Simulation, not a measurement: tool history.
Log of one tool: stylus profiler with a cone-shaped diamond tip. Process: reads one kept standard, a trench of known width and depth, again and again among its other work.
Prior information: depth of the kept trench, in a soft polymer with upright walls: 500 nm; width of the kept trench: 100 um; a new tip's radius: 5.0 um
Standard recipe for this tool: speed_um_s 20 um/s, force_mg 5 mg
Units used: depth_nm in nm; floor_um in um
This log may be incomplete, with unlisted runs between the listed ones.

run	hour	speed_um_s	force_mg	depth_nm	floor_um
1	0	20	5	511.16	93.96
2	66.7	20	5	511.61	93.94
3	116.3	20	5	511.68	93.82
4	174.5	20	4.15	510.46	93.75
# hour 217.4: height scale calibrated on a step standard
5	237	20	4.15	509.12	93.71
6	270.2	20	4.15	508.94	93.69
7	331.8	20	4.15	509.01	93.63
8	384.4	20	4.15	509.24	93.66
9	432.2	20	5	510.22	93.6
10	471.5	20	9.03	515.28	93.56
11	542.9	68	3	507.52	93.21
12	602.1	58	5	510.46	93.32
13	634.6	47	5	510.54	93.27
14	686.5	47	5	510.41	93.25
15	734.8	47	5	510.75	93.19
16	783	18	1.71	505.46	93.23
# hour 823.2: new tip fitted, height scale calibrated
17	836.1	18	1.71	504.93	95.51
18	878.4	6	5.76	511.03	95.51
19	928.5	42	2.3	506.05	95.16

5 options for the next run, each taken on its own from the tool as it stands now. Forecast them:
A	983.6	28	9.89	?	?
B	983.6	26	7.92	?	?
C	983.6	42	10.92	?	?
D	983.6	27	2.59	?	?
E	983.6	35	5	?	?

run	depth_nm	floor_um
A	516.07	95.3
B	513.43	95.31
C	517.19	95.3
D	506.54	95.22
E	510.08	95.27
Without the tool's unlogged condition, the same runs would have read:
run	depth_nm	floor_um
A	516	95.53
B	513.36	95.53
C	517.12	95.52
D	506.47	95.44
E	510	95.49

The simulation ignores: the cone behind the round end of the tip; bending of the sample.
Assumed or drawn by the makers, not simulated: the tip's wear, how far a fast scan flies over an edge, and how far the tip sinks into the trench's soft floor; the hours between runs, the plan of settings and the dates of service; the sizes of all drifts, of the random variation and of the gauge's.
